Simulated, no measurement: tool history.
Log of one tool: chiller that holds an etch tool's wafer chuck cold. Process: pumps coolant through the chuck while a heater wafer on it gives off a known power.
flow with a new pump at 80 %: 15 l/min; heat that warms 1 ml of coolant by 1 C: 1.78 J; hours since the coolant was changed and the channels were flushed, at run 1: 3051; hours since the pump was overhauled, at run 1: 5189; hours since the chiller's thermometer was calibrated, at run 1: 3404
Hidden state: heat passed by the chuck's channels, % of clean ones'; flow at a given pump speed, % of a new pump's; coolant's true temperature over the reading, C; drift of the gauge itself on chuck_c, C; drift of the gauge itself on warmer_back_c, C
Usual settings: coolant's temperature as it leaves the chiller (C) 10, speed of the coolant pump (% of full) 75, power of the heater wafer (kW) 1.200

run	hour	coolant's temperature as it leaves the chiller (C)	speed of the coolant pump (% of full)	power of the heater wafer (kW)	hours since the coolant was changed and the channels were flushed	hours since the pump was overhauled	hours since the chiller's thermometer was calibrated	chuck's temperature once it has settled (C)	how much warmer the coolant comes back (C)
1	0.0	10	75	1.200	3051	5189	3404	24.1	2.89
2	133.8	10	75	1.200	3185	5323	3538	23.9	2.87
3	272.6	10	75	1.200	3324	5462	3677	23.9	2.87
4	487.7	10	75	1.200	3539	5677	3892	23.8	2.92
5	607.7	10	75	1.200	3659	5797	4012	23.9	2.86
6	807.9	10	75	1.200	3859	5997	4212	23.9	2.90
7	1016.4	18	75	1.154	4067	6206	4420	31.5	2.75
# hour 1032.7: chiller's thermometer calibrated
8	1128.8	15	77	1.275	4179	6317	96	29.5	3.04
9	1258.4	15	75	1.135	4308	6447	226	28.1	2.75
10	1460.6	10	95	0.884	4510	6649	428	19.0	1.69
# hour 1539.5: coolant changed, channels flushed
11	1627.1	1	65	1.026	88	6809	588	13.8	2.86
12	1802.1	15	75	0.914	263	6984	763	25.4	2.23

Forecast each of these 4 alternatives for the next run:
A	1918.3	0	61	0.619	379	7100	880	?	?
B	1918.3	1	75	1.200	379	7100	880	?	?
C	1918.3	15	73	0.730	379	7100	880	?	?
D	1918.3	17	75	1.200	379	7100	880	?	?

run	chuck's temperature once it has settled (C)	how much warmer the coolant comes back (C)
A	8.0	1.78
B	14.8	2.91
C	23.6	1.77
D	30.7	2.89
Without the tool's hidden state the same runs would have given:
run	chuck's temperature once it has settled (C)	how much warmer the coolant comes back (C)
A	8.0	1.78
B	14.8	2.91
C	23.6	1.77
D	30.7	2.88
